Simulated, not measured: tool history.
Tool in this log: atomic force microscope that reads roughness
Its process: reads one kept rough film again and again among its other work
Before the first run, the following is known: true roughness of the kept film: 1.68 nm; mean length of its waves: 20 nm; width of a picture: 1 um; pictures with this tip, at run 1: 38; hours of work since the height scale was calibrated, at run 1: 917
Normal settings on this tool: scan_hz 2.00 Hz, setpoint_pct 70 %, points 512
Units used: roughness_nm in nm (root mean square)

run	hour	scan_hz	setpoint_pct	points	pictures with this tip	hours of work since the height scale was calibrated	roughness_nm
1	0.0	2.00	70	512	38	917	1.169
2	54.4	2.00	70	512	123	942	0.982
3	91.3	2.00	70	512	181	959	0.880
# hour 100.3: new tip fitted
4	139.4	2.00	70	512	61	981	1.117
5	171.9	2.00	70	512	112	997	1.026
6	212.3	2.00	70	512	175	1016	0.898
# hour 222.5: new tip fitted
7	255.1	2.00	70	512	51	1035	1.153
8	315.9	2.00	70	512	146	1064	0.937
# hour 345.8: new tip fitted
9	374.2	2.00	70	512	44	1091	1.186
10	433.0	2.00	70	512	136	1118	0.977
# hour 470.2: new tip fitted
11	471.4	2.00	70	465	2	1136	1.268
12	536.4	2.00	70	465	104	1166	1.005
13	578.7	2.00	70	512	170	1186	0.893
# hour 593.1: new tip fitted
14	623.5	2.00	71	512	47	1206	1.169
15	671.2	2.00	71	512	122	1229	0.993
16	705.0	2.70	70	512	175	1244	0.868
# hour 719.7: new tip fitted
17	738.5	2.70	70	502	29	1260	1.160
18	780.8	1.78	70	512	96	1280	1.026
19	837.0	1.59	70	512	183	1306	0.889
# hour 846.0: new tip fitted
20	888.1	1.59	70	512	66	1329	1.107
21	929.2	1.96	80	512	130	1349	0.916
# hour 971.2: new tip fitted
22	971.2	2.94	68	367	0	1368	1.262
# hour 977.9: height scale calibrated on a step standard
23	1012.4	3.19	70	512	63	16	1.070
24	1053.5	3.19	70	512	127	35	0.927
25	1089.2	3.19	70	512	183	52	0.840
# hour 1098.4: new tip fitted
26	1129.2	1.01	61	375	49	70	1.219
# hour 1176.8: height scale calibrated on a step standard, once more
27	1176.8	0.69	70	956	121	0	1.071
28	1218.5	0.69	70	956	187	19	0.955
# hour 1222.5: new tip fitted
29	1278.6	2.97	82	729	88	47	0.939
30	1340.3	2.13	70	819	184	76	0.889
# hour 1345.8: new tip fitted
31	1391.6	0.61	76	537	72	100	1.167
32	1441.6	2.73	83	995	150	123	0.858
# hour 1468.8: new tip fitted
33	1486.1	2.73	83	995	27	144	1.095
34	1546.9	2.00	61	886	122	172	1.034
35	1576.1	3.25	61	534	168	186	0.921
# hour 1594.7: new tip fitted
36	1636.0	3.25	61	534	64	213	1.141
37	1691.3	1.35	66	451	151	239	1.013
# hour 1720.2: new tip fitted
38	1740.3	0.99	76	684	32	262	1.222

How the hidden state differs across the entries between the runs, from the last listed run before each to the first after it:
After run 3, before run 4: new tip fitted (hour 100.3)
  radius of the tip, nm: 43.6 -> 21.8; height scale over the true one, %: -0.75 -> -0.77
  what was measured, less what the result would be without the hidden state, roughness_nm: -0.434 -> -0.197 nm (root mean square)
After run 6, before run 7: new tip fitted (hour 222.5)
  radius of the tip, nm: 41.3 -> 19; height scale over the true one, %: -0.8 -> -0.81
  what was measured, less what the result would be without the hidden state, roughness_nm: -0.411 -> -0.159 nm (root mean square)
After run 8, before run 9: new tip fitted (hour 345.8)
  radius of the tip, nm: 36.6 -> 16.3; height scale over the true one, %: -0.83 -> -0.85
  what was measured, less what the result would be without the hidden state, roughness_nm: -0.366 -> -0.118 nm (root mean square)
After run 10, before run 11: new tip fitted (hour 470.2)
  radius of the tip, nm: 33.1 -> 12; height scale over the true one, %: -0.88 -> -0.89
  what was measured, less what the result would be without the hidden state, roughness_nm: -0.333 -> -0.048 nm (root mean square)
After run 13, before run 14: new tip fitted (hour 593.1)
  radius of the tip, nm: 41.9 -> 18.1; height scale over the true one, %: -0.93 -> -0.95
  what was measured, less what the result would be without the hidden state, roughness_nm: -0.418 -> -0.147 nm (root mean square)
After run 16, before run 17: new tip fitted (hour 719.7)
  radius of the tip, nm: 42.1 -> 17; height scale over the true one, %: -0.98 -> -0.99
  what was measured, less what the result would be without the hidden state, roughness_nm: -0.409 -> -0.128 nm (root mean square)
After run 19, before run 20: new tip fitted (hour 846.0)
  radius of the tip, nm: 44.7 -> 23; height scale over the true one, %: -1.03 -> -1.05
  what was measured, less what the result would be without the hidden state, roughness_nm: -0.453 -> -0.220 nm (root mean square)
After run 21, before run 22: new tip fitted (hour 971.2)
  radius of the tip, nm: 34.9 -> 10.2; height scale over the true one, %: -1.06 -> -1.08
  what was measured, less what the result would be without the hidden state, roughness_nm: -0.337 -> -0.018 nm (root mean square)
After run 22, before run 23: height scale calibrated on a step standard (hour 977.9)
  radius of the tip, nm: 10.2 -> 22; height scale over the true one, %: -1.08 -> -1.68
  what was measured, less what the result would be without the hidden state, roughness_nm: -0.018 -> -0.202 nm (root mean square)
After run 25, before run 26: new tip fitted (hour 1098.4)
  radius of the tip, nm: 42.6 -> 18.5; height scale over the true one, %: -1.71 -> -1.72
  what was measured, less what the result would be without the hidden state, roughness_nm: -0.413 -> -0.171 nm (root mean square)
After run 26, before run 27: height scale calibrated on a step standard, once more (hour 1176.8)
  radius of the tip, nm: 18.5 -> 31.6; height scale over the true one, %: -1.72 -> -0.02
  what was measured, less what the result would be without the hidden state, roughness_nm: -0.171 -> -0.330 nm (root mean square)
After run 28, before run 29: new tip fitted (hour 1222.5)
  radius of the tip, nm: 43 -> 26.2; height scale over the true one, %: -0.03 -> -0.06
  what was measured, less what the result would be without the hidden state, roughness_nm: -0.447 -> -0.218 nm (root mean square)
After run 30, before run 31: new tip fitted (hour 1345.8)
  radius of the tip, nm: 43.5 -> 22.5; height scale over the true one, %: -0.08 -> -0.1
  what was measured, less what the result would be without the hidden state, roughness_nm: -0.427 -> -0.208 nm (root mean square)
After run 32, before run 33: new tip fitted (hour 1468.8)
  radius of the tip, nm: 35.5 -> 14.7; height scale over the true one, %: -0.12 -> -0.13
  what was measured, less what the result would be without the hidden state, roughness_nm: -0.312 -> -0.076 nm (root mean square)
After run 35, before run 36: new tip fitted (hour 1594.7)
  radius of the tip, nm: 40.9 -> 20.7; height scale over the true one, %: -0.17 -> -0.19
  what was measured, less what the result would be without the hidden state, roughness_nm: -0.404 -> -0.176 nm (root mean square)
After run 37, before run 38: new tip fitted (hour 1720.2)
  radius of the tip, nm: 35.3 -> 17.3; height scale over the true one, %: -0.21 -> -0.23
  what was measured, less what the result would be without the hidden state, roughness_nm: -0.365 -> -0.130 nm (root mean square)
